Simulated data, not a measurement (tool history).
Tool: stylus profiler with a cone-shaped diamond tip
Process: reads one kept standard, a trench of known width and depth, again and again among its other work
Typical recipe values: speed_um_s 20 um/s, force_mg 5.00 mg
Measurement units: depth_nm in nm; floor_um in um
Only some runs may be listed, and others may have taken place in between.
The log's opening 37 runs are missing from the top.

| run | day | speed_um_s | force_mg | scans with this tip | hours of work since the height scale was calibrated | depth_nm | floor_um |
|---|---|---|---|---|---|---|---|
| 38 | 18.958 | 29 | 3.02 | 2626 | 29 | 203.16 | 97.84 |
| 39 | 19.538 | 29 | 3.02 | 2681 | 38 | 203.28 | 97.82 |
| 40 | 20.050 | 12 | 4.80 | 2729 | 46 | 204.35 | 97.90 |
| 41 | 20.733 | 20 | 6.72 | 2793 | 56 | 205.50 | 97.88 |
| 42 | 21.329 | 39 | 9.50 | 2849 | 65 | 206.83 | 97.81 |
| 43 | 21.721 | 39 | 5.47 | 2886 | 71 | 204.72 | 97.81 |
| 44 | 22.079 | 64 | 1.67 | 2919 | 76 | 202.16 | 97.68 |
| 45 | 22.421 | 10 | 1.89 | 2951 | 81 | 202.36 | 97.88 |
| 46 | 22.700 | 12 | 2.99 | 2978 | 85 | 203.21 | 97.88 |
| 47 | 23.171 | 16 | 4.80 | 3022 | 92 | 204.37 | 97.85 |

Below are 4 alternative next runs, each starting from the tool's condition after run 47. Predict each:
| A | 23.500 | 44 | 4.80 | 3053 | 97 | ? | ? |
| B | 23.500 | 12 | 8.30 | 3053 | 97 | ? | ? |
| C | 23.500 | 9 | 1.79 | 3053 | 97 | ? | ? |
| D | 23.500 | 50 | 4.81 | 3053 | 97 | ? | ? |

| run | depth_nm | floor_um |
|---|---|---|
| A | 204.49 | 97.85 |
| B | 206.28 | 97.94 |
| C | 202.33 | 97.92 |
| D | 204.37 | 97.82 |
Had the tool no hidden state, the same runs would have come out as:
| run | depth_nm | floor_um |
|---|---|---|
| A | 204.42 | 97.97 |
| B | 206.20 | 98.06 |
| C | 202.26 | 98.04 |
| D | 204.29 | 97.93 |

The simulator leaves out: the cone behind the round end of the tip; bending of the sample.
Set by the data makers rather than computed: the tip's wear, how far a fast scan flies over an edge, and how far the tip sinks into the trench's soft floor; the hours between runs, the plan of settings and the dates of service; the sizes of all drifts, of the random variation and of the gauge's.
